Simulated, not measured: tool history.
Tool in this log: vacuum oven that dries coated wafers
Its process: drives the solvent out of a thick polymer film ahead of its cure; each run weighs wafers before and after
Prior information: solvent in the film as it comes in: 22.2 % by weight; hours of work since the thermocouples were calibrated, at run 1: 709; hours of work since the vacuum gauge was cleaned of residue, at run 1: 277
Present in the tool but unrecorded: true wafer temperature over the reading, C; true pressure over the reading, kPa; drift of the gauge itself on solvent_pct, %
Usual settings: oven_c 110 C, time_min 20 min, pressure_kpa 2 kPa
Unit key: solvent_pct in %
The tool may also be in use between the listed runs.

run   hour  oven_c  time_min  pressure_kpa  hours of work since the thermocouples were calibrated  hours of work since the vacuum gauge was cleaned of residue  solvent_pct
  1      0     110        20             2                                                    709                                                          277          1.3
  2   18.7     110        20             2                                                    718                                                          286         1.27
  3   33.9     110        20             2                                                    725                                                          293         1.29
  4   42.2     110        20             2                                                    729                                                          297         1.25
  5     61     110        20             2                                                    738                                                          306          1.3
  6   79.4     110        20             2                                                    746                                                          314         1.29
  7   88.4     110        32             2                                                    751                                                          319         0.74
  8  106.9     110        30             2                                                    760                                                          327         0.85
  9  123.6     110        30             2                                                    767                                                          335         0.79
 10  138.9     110        20             2                                                    775                                                          343         1.31
 11  150.1     110        20             2                                                    780                                                          348         1.25
 12  162.3     110        20             2                                                    786                                                          354         1.26
 13  177.7     110        20             2                                                    793                                                          361         1.27
 14  185.8     110        20             2                                                    797                                                          365         1.22
 15  200.8     110        20             2                                                    804                                                          372         1.23
 16  213.4     110        20             2                                                    810                                                          378          1.3
 17  223.5     110        20          2.24                                                    815                                                          383         1.36
 18  234.3     105        13          1.09                                                    820                                                          388         3.48
 19  245.7     105        13          1.09                                                    825                                                          393         3.56
 20  257.6     110        27             2                                                    831                                                          399         0.92
 21  268.5     110        20          1.36                                                    836                                                          404         1.07
 22  283.2     110        20          1.36                                                    843                                                          411         1.06
 23  301.7     112        29          1.36                                                    852                                                          420         0.53
 24  317.6     112        29          1.36                                                    859                                                          427         0.52
 25    336     116        20             2                                                    868                                                          436         0.79
 26  351.8      96        11          2.37                                                    875                                                          443         7.91
 27  367.2     114        19          2.92                                                    883                                                          451         1.21
 28  386.7     110        30          4.58                                                    892                                                          460         1.65
 29  400.7     115        20          6.68                                                    898                                                          466         2.12
 30  420.2     104        25          4.45                                                    908                                                          476         2.45

Consider 5 possible next runs. They are alternatives, not a sequence: every one starts from the tool as it was left by run 30. What does each give?
  A  434.5     104        16           6.8                                                    914                                                          482            ?
  B  434.5     101        21          6.58                                                    914                                                          482            ?
  C  434.5     104        26          5.28                                                    914                                                          482            ?
  D  434.5     110        10             2                                                    914                                                          482            ?
  E  434.5     110        20          2.02                                                    914                                                          482            ?

run  solvent_pct
  A         4.74
  B         4.51
  C         2.77
  D         3.78
  E         1.25
Without the tool's unlogged condition, the same runs would have read:
run  solvent_pct
  A         5.27
  B            5
  C         3.05
  D         4.29
  E         1.44

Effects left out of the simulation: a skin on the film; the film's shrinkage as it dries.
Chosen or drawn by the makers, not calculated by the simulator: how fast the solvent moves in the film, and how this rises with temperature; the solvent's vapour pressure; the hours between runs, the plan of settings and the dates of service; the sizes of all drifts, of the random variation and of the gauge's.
